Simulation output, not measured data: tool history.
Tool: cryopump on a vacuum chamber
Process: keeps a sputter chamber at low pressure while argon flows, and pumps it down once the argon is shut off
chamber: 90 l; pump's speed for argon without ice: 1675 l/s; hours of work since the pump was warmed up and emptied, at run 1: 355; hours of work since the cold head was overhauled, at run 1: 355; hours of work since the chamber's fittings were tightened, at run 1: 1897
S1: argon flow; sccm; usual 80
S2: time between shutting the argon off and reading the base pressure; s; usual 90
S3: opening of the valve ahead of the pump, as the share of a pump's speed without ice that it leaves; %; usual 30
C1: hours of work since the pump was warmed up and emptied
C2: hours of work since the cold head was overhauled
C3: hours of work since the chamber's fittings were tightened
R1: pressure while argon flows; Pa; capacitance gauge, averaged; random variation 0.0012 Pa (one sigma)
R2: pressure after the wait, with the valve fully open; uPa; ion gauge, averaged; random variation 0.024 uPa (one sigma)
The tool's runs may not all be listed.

Run 1, day 0.000: usual settings; C1 355; C2 355; C3 1897. Result: R1 0.2808 Pa, R2 2.15 uPa.
Run 2, day 3.150: usual settings; C1 401; C2 401; C3 1943. Result: R1 0.2854 Pa, R2 2.23 uPa.
At day 5.775: leaking fittings of the chamber tightened, without venting.
Run 3, day 6.258: usual settings but S3 21 %; C1 444; C2 444; C3 7. Result: R1 0.4018 Pa, R2 0.94 uPa.
Run 4, day 9.150: usual settings but S3 21 %; C1 486; C2 486; C3 49. Result: R1 0.4041 Pa, R2 0.99 uPa.
Run 5, day 10.992: usual settings but S3 21 %; C1 513; C2 513; C3 75. Result: R1 0.4010 Pa, R2 0.98 uPa.
Run 6, day 12.775: usual settings; C1 539; C2 539; C3 101. Result: R1 0.2885 Pa, R2 1.00 uPa.
Run 7, day 14.850: usual settings; C1 569; C2 569; C3 131. Result: R1 0.2915 Pa, R2 1.00 uPa.
Run 8, day 16.171: usual settings; C1 588; C2 588; C3 150. Result: R1 0.2933 Pa, R2 1.05 uPa.
Run 9, day 17.696: usual settings; C1 610; C2 610; C3 172. Result: R1 0.2960 Pa, R2 1.06 uPa.
Run 10, day 19.642: usual settings but S3 41 %; C1 638; C2 638; C3 200. Result: R1 0.2233 Pa, R2 1.03 uPa.
Run 11, day 21.354: usual settings but S3 41 %; C1 663; C2 663; C3 225. Result: R1 0.2254 Pa, R2 1.08 uPa.
Run 12, day 23.404: usual settings but S1 38 sccm, S3 16 %; C1 692; C2 692; C3 255. Result: R1 0.2533 Pa, R2 1.12 uPa.
Run 13, day 25.962: usual settings but S1 50 sccm, S2 35 s, S3 16 %; C1 729; C2 729; C3 292. Result: R1 0.3335 Pa, R2 2.28 uPa.
Run 14, day 28.504: usual settings but S1 50 sccm, S2 35 s, S3 16 %; C1 766; C2 766; C3 329. Result: R1 0.3399 Pa, R2 2.23 uPa.

Forecast run 15:
Run 15, day 30.679: usual settings but S1 128 sccm, S2 94 s, S3 16 %; C1 797; C2 797; C3 360. Result: R1 ?, R2 ?.

R1: 0.8622 Pa
R2: 1.22 uPa
Without the tool's hidden state the same run would have given R1 0.8046 Pa, R2 0.84 uPa.

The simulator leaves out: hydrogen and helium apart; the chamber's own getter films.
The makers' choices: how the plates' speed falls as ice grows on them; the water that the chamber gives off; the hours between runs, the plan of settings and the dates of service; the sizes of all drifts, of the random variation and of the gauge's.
